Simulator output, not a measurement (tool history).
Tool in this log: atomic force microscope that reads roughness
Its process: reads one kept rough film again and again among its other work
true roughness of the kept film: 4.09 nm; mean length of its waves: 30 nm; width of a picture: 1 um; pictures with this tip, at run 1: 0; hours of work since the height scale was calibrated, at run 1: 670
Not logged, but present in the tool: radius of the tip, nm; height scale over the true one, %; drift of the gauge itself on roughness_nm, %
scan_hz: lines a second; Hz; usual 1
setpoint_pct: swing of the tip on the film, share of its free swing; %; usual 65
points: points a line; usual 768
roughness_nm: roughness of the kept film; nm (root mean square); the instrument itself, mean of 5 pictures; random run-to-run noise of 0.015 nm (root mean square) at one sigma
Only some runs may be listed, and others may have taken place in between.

run   hour  scan_hz  setpoint_pct  points  pictures with this tip  hours of work since the height scale was calibrated  roughness_nm
  1      0        1            65     768                       0                                                  670         3.694
  2   32.1        1            65     768                      37                                                  692         3.552
  3   56.9        1            65     768                      65                                                  709         3.439
  4     79        1            65     768                      91                                                  724         3.343
  5  112.1        1            65     768                     129                                                  747         3.248
     115.4  -- height scale calibrated on a step standard
  6  145.7        1            65     768                     166                                                   21         3.148
  7  172.2        1            65     768                     196                                                   39          3.06
  8  193.5        1            65     768                     221                                                   54         3.012
  9  224.9        1            65     768                     256                                                   76         2.936
 10  245.2        1            65     768                     280                                                   90         2.839
 11  272.8     1.68            78     363                     311                                                  109         2.657
     279.7  -- new tip fitted
     308.9  -- height scale calibrated on a step standard, once more
 12  312.9        1            63     768                      36                                                    3         3.541
 13  343.3     1.72            83     303                      71                                                   24          3.19
 14  361.7     0.91            80     517                      92                                                   37         3.307
 15  383.2     0.91            80     517                     117                                                   51         3.221
 16  407.5     3.46            81     768                     145                                                   68         2.799
 17  435.1     1.71            65     608                     176                                                   87         3.094

Branching from run 17: 5 alternative next runs. What would each branch give?
  A  471.4     3.09            65     768                     218                                                  112             ?
  B  471.4     0.67            67     543                     218                                                  112             ?
  C  471.4     0.61            65     775                     218                                                  112             ?
  D  471.4     1.71            71     608                     218                                                  112             ?
  E  471.4      2.2            88     513                     218                                                  112             ?

run  roughness_nm
  A         2.928
  B         3.025
  C         3.055
  D         2.956
  E         2.704
Without the tool's unlogged condition, the same runs would have read:
run  roughness_nm
  A         3.557
  B         3.674
  C         3.709
  D         3.588
  E         3.283
